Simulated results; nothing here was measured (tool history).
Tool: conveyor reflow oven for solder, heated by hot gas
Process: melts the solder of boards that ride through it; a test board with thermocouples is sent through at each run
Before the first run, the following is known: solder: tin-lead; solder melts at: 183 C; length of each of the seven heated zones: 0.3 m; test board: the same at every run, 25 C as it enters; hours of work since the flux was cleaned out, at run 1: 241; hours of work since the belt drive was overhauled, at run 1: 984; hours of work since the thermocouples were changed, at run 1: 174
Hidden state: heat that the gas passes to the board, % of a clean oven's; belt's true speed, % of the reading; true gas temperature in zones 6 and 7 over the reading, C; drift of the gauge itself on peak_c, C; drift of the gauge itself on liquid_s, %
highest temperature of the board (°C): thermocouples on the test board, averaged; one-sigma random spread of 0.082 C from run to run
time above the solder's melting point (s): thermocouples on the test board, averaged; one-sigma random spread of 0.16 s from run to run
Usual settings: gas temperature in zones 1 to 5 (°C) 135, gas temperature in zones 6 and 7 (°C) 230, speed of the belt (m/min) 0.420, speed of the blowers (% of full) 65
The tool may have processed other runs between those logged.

run   hour  gas temperature in zones 1 to 5 (°C)  gas temperature in zones 6 and 7 (°C)  speed of the belt (m/min)  speed of the blowers (% of full)  hours of work since the flux was cleaned out  hours of work since the belt drive was overhauled  hours of work since the thermocouples were changed  highest temperature of the board (°C)  time above the solder's melting point (s)
  1    0.0                                   135                                    230                      0.420                                65                                           241                                                984                                                 174                                 211.98                                       59.1
  2   63.8                                   135                                    230                      0.420                                65                                           279                                               1022                                                 212                                 211.89                                       58.9
  3   92.2                                   135                                    230                      0.420                                65                                           296                                               1040                                                 229                                 211.91                                       59.1
  4  130.1                                   135                                    230                      0.420                                65                                           319                                               1062                                                 252                                 211.79                                       59.0
  5  196.2                                   135                                    230                      0.420                                65                                           359                                               1102                                                 292                                 211.58                                       59.0
     241.3  -- flux residue cleaned out of gas plates and filters
  6  256.8                                   135                                    231                      0.420                                65                                             9                                               1136                                                 326                                 211.48                                       58.2
  7  315.4                                   135                                    231                      0.420                                65                                            45                                               1172                                                 361                                 211.38                                       58.5
  8  373.2                                   135                                    231                      0.420                                65                                            80                                               1207                                                 396                                 211.25                                       58.5
  9  402.0                                   135                                    231                      0.420                                65                                            97                                               1224                                                 414                                 211.21                                       58.1
 10  463.4                                   135                                    230                      0.459                                65                                           134                                               1261                                                 451                                 207.08                                       47.9
 11  508.8                                   135                                    230                      0.459                                65                                           162                                               1289                                                 478                                 206.92                                       47.7
 12  545.7                                   135                                    230                      0.459                                65                                           184                                               1311                                                 501                                 207.05                                       47.7
     554.5  -- belt drive overhauled, speed set with a stopwatch
 13  580.1                                   135                                    230                      0.420                                65                                           203                                                 15                                                 519                                 208.94                                       53.2
     599.4  -- thermocouples of zones 6 and 7 changed
 14  614.4                                   135                                    230                      0.485                                65                                           222                                                 35                                                   9                                 202.75                                       37.9
     633.2  -- flux residue cleaned out of gas plates and filters, once more
 15  660.8                                   135                                    230                      0.485                                65                                            17                                                 60                                                  34                                 207.17                                       44.1
 16  697.5                                   137                                    227                      0.420                                75                                            39                                                 82                                                  56                                 212.57                                       60.2
 17  749.8                                   135                                    230                      0.380                                65                                            71                                                114                                                  88                                 215.12                                       68.1
 18  795.0                                   128                                    230                      0.355                                66                                            98                                                141                                                 115                                 216.40                                       72.1

Run 19 has not been measured yet. What should we expect?
 19  837.2                                   135                                    230                      0.406                                87                                           123                                                167                                                 141                                      ?                                          ?

Run 19 came out at highest temperature of the board (°C) 218.36, time above the solder's melting point (s) 67.5.
Without the tool's hidden state the same run would have given highest temperature of the board (°C) 218.88, time above the solder's melting point (s) 67.8.

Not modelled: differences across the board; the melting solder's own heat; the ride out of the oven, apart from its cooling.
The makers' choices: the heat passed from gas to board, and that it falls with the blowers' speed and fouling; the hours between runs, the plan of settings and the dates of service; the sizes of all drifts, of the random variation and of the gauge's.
